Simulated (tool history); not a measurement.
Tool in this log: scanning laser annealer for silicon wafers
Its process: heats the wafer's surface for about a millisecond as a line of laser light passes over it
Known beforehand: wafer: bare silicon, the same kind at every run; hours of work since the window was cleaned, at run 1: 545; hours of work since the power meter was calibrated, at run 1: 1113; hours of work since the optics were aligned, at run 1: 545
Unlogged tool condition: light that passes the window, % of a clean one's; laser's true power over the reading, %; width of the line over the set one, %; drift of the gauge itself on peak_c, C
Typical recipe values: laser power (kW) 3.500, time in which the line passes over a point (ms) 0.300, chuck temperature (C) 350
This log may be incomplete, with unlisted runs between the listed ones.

run,hour,laser power (kW),time in which the line passes over a point (ms),chuck temperature (C),hours of work since the window was cleaned,hours of work since the power meter was calibrated,hours of work since the optics were aligned,highest temperature of the surface (C)
1,0.0,3.500,0.300,350,545,1113,545,1105
2,27.5,3.500,0.300,350,564,1133,564,1106
3,49.6,3.500,0.300,350,580,1148,580,1101
4,80.5,3.774,0.300,350,602,1170,602,1161
5,104.9,3.774,0.300,350,619,1187,619,1160
6,135.6,3.500,0.333,350,641,1209,641,1144
7,157.2,3.500,0.333,350,656,1224,656,1145
8,190.0,3.500,0.333,350,679,1248,679,1143
9,232.9,3.500,0.333,350,710,1278,710,1138
10,257.4,3.500,0.333,350,727,1295,727,1135
11,294.3,3.322,0.300,350,753,1321,753,1057
12,326.1,3.713,0.300,350,776,1344,776,1137
13,361.7,3.481,0.300,350,801,1369,801,1086
14,380.0,3.481,0.300,350,814,1382,814,1084
# hour 394.3: optics aligned, line set to its width
15,406.2,3.481,0.300,350,829,1397,8,1093
16,436.1,3.481,0.300,350,850,1418,30,1091
17,462.2,3.481,0.300,350,868,1437,48,1092
18,500.0,3.500,0.300,350,895,1463,75,1093
19,519.9,3.500,0.217,350,909,1478,89,977
20,541.5,3.500,0.324,350,925,1493,104,1121
21,580.3,3.500,0.269,350,952,1520,132,1049
22,602.5,3.500,0.331,326,968,1536,147,1106
# hour 608.6: window over the wafer cleaned
23,626.9,3.004,0.300,351,13,1552,163,963
24,666.9,3.033,0.300,318,41,1580,191,942
25,689.4,3.500,0.215,350,57,1596,207,950
26,710.8,3.500,0.215,346,72,1611,223,944
27,749.6,3.500,0.215,346,100,1639,250,941
28,782.9,3.500,0.361,388,123,1662,274,1172
29,808.3,3.782,0.300,350,141,1680,292,1119
# hour 822.6: window over the wafer cleaned, once more
30,839.6,3.782,0.300,350,12,1701,312,1197
31,875.7,3.782,0.256,350,38,1726,338,1124
32,912.8,3.213,0.238,313,64,1753,364,944
33,941.0,3.530,0.244,313,84,1773,384,1014
34,967.6,3.002,0.368,317,103,1791,403,1061
35,993.2,3.002,0.368,317,121,1810,421,1058
36,1019.8,3.491,0.234,323,140,1828,440,994
37,1048.6,3.491,0.234,323,160,1849,460,994
38,1083.6,3.491,0.234,323,185,1874,485,999
39,1117.9,3.565,0.300,350,209,1898,509,1135
40,1136.3,3.565,0.271,363,222,1911,522,1103

Hidden state or all else? Some run-to-run changes of highest temperature of the surface (C), split into what the settings, what came in and random variation would give without the hidden state, and what is left for the hidden state (with any gauge scatter that isn't in both results):
Run 19 -> 20: time in which the line passes over a point (ms) 0.217 -> 0.324. highest temperature of the surface (C) +144: hidden state -12, all else +156.
Run 27 -> 28: time in which the line passes over a point (ms) 0.215 -> 0.361, chuck temperature (C) 346 -> 388. highest temperature of the surface (C) +231: hidden state -25, all else +256.
Run 29 -> 30: window over the wafer cleaned, once more. highest temperature of the surface (C) +78: hidden state +78, all else +0.
Run 31 -> 32: laser power (kW) 3.782 -> 3.213, time in which the line passes over a point (ms) 0.256 -> 0.238, chuck temperature (C) 350 -> 313. highest temperature of the surface (C) -180: hidden state +1, all else -181.
